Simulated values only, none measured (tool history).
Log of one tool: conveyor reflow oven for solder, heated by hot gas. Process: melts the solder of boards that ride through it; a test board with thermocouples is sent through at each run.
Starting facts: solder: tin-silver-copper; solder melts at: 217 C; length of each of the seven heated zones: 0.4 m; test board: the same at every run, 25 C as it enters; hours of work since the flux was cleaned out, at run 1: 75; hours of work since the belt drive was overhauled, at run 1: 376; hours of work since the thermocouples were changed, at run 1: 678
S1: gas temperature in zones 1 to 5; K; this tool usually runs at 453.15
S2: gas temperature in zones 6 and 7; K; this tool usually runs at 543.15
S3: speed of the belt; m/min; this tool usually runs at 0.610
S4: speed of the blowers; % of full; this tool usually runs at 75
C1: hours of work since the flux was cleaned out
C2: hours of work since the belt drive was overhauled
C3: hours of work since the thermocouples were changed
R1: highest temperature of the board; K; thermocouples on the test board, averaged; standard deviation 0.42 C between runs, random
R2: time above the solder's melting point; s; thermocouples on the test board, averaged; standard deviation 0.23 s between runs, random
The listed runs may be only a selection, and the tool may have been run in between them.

{"run": 1, "hour": 0.0, "S1": 453.15, "S2": 543.15, "S3": 0.61, "S4": 75, "C1": 75, "C2": 376, "C3": 678, "R1": 530.95, "R2": 66.7}
{"run": 2, "hour": 15.8, "S1": 453.15, "S2": 543.15, "S3": 0.61, "S4": 53, "C1": 87, "C2": 388, "C3": 691, "R1": 525.15, "R2": 61.6}
{"run": 3, "hour": 30.9, "S1": 453.15, "S2": 543.15, "S3": 0.61, "S4": 53, "C1": 98, "C2": 399, "C3": 702, "R1": 525.15, "R2": 61.6}
{"run": 4, "hour": 45.6, "S1": 453.15, "S2": 543.15, "S3": 0.61, "S4": 64, "C1": 110, "C2": 410, "C3": 713, "R1": 528.35, "R2": 64.2}
{"run": 5, "hour": 67.7, "S1": 453.15, "S2": 543.15, "S3": 0.61, "S4": 68, "C1": 126, "C2": 427, "C3": 730, "R1": 529.15, "R2": 65.2}
{"hour": 75.5, "done": "thermocouples of zones 6 and 7 changed"}
{"run": 6, "hour": 87.9, "S1": 453.15, "S2": 543.15, "S3": 0.61, "S4": 75, "C1": 140, "C2": 441, "C3": 9, "R1": 532.15, "R2": 67.4}
{"run": 7, "hour": 109.2, "S1": 453.15, "S2": 543.15, "S3": 0.61, "S4": 75, "C1": 156, "C2": 457, "C3": 26, "R1": 532.25, "R2": 67.2}
{"run": 8, "hour": 124.2, "S1": 453.15, "S2": 543.15, "S3": 0.61, "S4": 75, "C1": 168, "C2": 469, "C3": 37, "R1": 532.95, "R2": 66.8}
{"run": 9, "hour": 142.3, "S1": 453.15, "S2": 543.15, "S3": 0.61, "S4": 75, "C1": 182, "C2": 482, "C3": 51, "R1": 532.45, "R2": 66.9}
{"run": 10, "hour": 166.4, "S1": 453.15, "S2": 543.15, "S3": 0.567, "S4": 75, "C1": 200, "C2": 501, "C3": 69, "R1": 533.85, "R2": 73.1}
{"run": 11, "hour": 181.1, "S1": 453.15, "S2": 543.15, "S3": 0.61, "S4": 75, "C1": 211, "C2": 512, "C3": 80, "R1": 531.65, "R2": 66.9}
{"hour": 186.3, "done": "belt drive overhauled, speed set with a stopwatch"}
{"run": 12, "hour": 195.9, "S1": 453.15, "S2": 543.15, "S3": 0.61, "S4": 75, "C1": 219, "C2": 7, "C3": 88, "R1": 531.85, "R2": 67.0}
{"run": 13, "hour": 217.1, "S1": 453.15, "S2": 543.15, "S3": 0.663, "S4": 75, "C1": 235, "C2": 23, "C3": 104, "R1": 529.85, "R2": 60.5}
{"run": 14, "hour": 242.1, "S1": 453.15, "S2": 543.15, "S3": 0.663, "S4": 75, "C1": 254, "C2": 42, "C3": 123, "R1": 529.55, "R2": 60.2}
{"hour": 257.1, "done": "flux residue cleaned out of gas plates and filters"}
{"run": 15, "hour": 260.0, "S1": 440.15, "S2": 543.15, "S3": 0.61, "S4": 75, "C1": 2, "C2": 52, "C3": 133, "R1": 530.75, "R2": 62.6}
{"run": 16, "hour": 279.4, "S1": 464.15, "S2": 545.15, "S3": 0.618, "S4": 78, "C1": 17, "C2": 67, "C3": 148, "R1": 535.95, "R2": 72.9}
{"hour": 287.6, "done": "belt drive overhauled, speed set with a stopwatch, once more"}
{"run": 17, "hour": 299.6, "S1": 464.15, "S2": 545.15, "S3": 0.618, "S4": 78, "C1": 29, "C2": 9, "C3": 160, "R1": 535.55, "R2": 71.7}
{"run": 18, "hour": 320.0, "S1": 464.15, "S2": 555.15, "S3": 0.604, "S4": 51, "C1": 45, "C2": 25, "C3": 176, "R1": 538.65, "R2": 74.5}
{"run": 19, "hour": 338.0, "S1": 453.15, "S2": 550.15, "S3": 0.61, "S4": 75, "C1": 58, "C2": 38, "C3": 189, "R1": 539.05, "R2": 70.0}
{"run": 20, "hour": 350.6, "S1": 453.15, "S2": 550.15, "S3": 0.61, "S4": 75, "C1": 68, "C2": 48, "C3": 199, "R1": 538.05, "R2": 70.4}
{"run": 21, "hour": 364.5, "S1": 453.15, "S2": 533.15, "S3": 0.61, "S4": 61, "C1": 78, "C2": 58, "C3": 209, "R1": 520.75, "R2": 58.1}
{"run": 22, "hour": 381.2, "S1": 461.15, "S2": 540.15, "S3": 0.59, "S4": 81, "C1": 91, "C2": 71, "C3": 222, "R1": 531.85, "R2": 72.7}
{"run": 23, "hour": 395.2, "S1": 461.15, "S2": 540.15, "S3": 0.59, "S4": 81, "C1": 102, "C2": 82, "C3": 233, "R1": 531.15, "R2": 72.5}
{"run": 24, "hour": 409.2, "S1": 453.15, "S2": 543.15, "S3": 0.61, "S4": 79, "C1": 112, "C2": 92, "C3": 243, "R1": 532.45, "R2": 67.0}
{"run": 25, "hour": 422.8, "S1": 453.15, "S2": 543.15, "S3": 0.61, "S4": 85, "C1": 123, "C2": 103, "C3": 254, "R1": 532.75, "R2": 67.7}
{"run": 26, "hour": 440.0, "S1": 455.15, "S2": 543.15, "S3": 0.591, "S4": 75, "C1": 136, "C2": 116, "C3": 267, "R1": 531.75, "R2": 70.2}
{"run": 27, "hour": 455.6, "S1": 455.15, "S2": 542.15, "S3": 0.591, "S4": 82, "C1": 148, "C2": 128, "C3": 279, "R1": 532.65, "R2": 70.4}
{"run": 28, "hour": 473.9, "S1": 455.15, "S2": 542.15, "S3": 0.591, "S4": 82, "C1": 162, "C2": 141, "C3": 293, "R1": 532.45, "R2": 70.6}
{"run": 29, "hour": 494.7, "S1": 455.15, "S2": 558.15, "S3": 0.591, "S4": 82, "C1": 177, "C2": 157, "C3": 308, "R1": 548.15, "R2": 76.3}

Forecast each of these 5 alternatives for the next run:
{"run": "A", "hour": 520.8, "S1": 455.15, "S2": 532.15, "S3": 0.591, "S4": 82, "C1": 197, "C2": 177, "C3": 328, "R1": "?", "R2": "?"}
{"run": "B", "hour": 520.8, "S1": 448.15, "S2": 543.15, "S3": 0.638, "S4": 72, "C1": 197, "C2": 177, "C3": 328, "R1": "?", "R2": "?"}
{"run": "C", "hour": 520.8, "S1": 463.15, "S2": 543.15, "S3": 0.595, "S4": 55, "C1": 197, "C2": 177, "C3": 328, "R1": "?", "R2": "?"}
{"run": "D", "hour": 520.8, "S1": 442.15, "S2": 533.15, "S3": 0.61, "S4": 71, "C1": 197, "C2": 177, "C3": 328, "R1": "?", "R2": "?"}
{"run": "E", "hour": 520.8, "S1": 453.15, "S2": 542.15, "S3": 0.57, "S4": 82, "C1": 197, "C2": 177, "C3": 328, "R1": "?", "R2": "?"}

run=A R1=522.25 R2=65.1
run=B R1=528.85 R2=60.3
run=C R1=528.25 R2=70.3
run=D R1=520.55 R2=54.4
run=E R1=533.75 R2=72.5
Without the tool's hidden state the same runs would have given:
run=A R1=524.35 R2=66.6
run=B R1=531.05 R2=61.7
run=C R1=530.15 R2=71.4
run=D R1=522.75 R2=56.3
run=E R1=535.95 R2=73.5

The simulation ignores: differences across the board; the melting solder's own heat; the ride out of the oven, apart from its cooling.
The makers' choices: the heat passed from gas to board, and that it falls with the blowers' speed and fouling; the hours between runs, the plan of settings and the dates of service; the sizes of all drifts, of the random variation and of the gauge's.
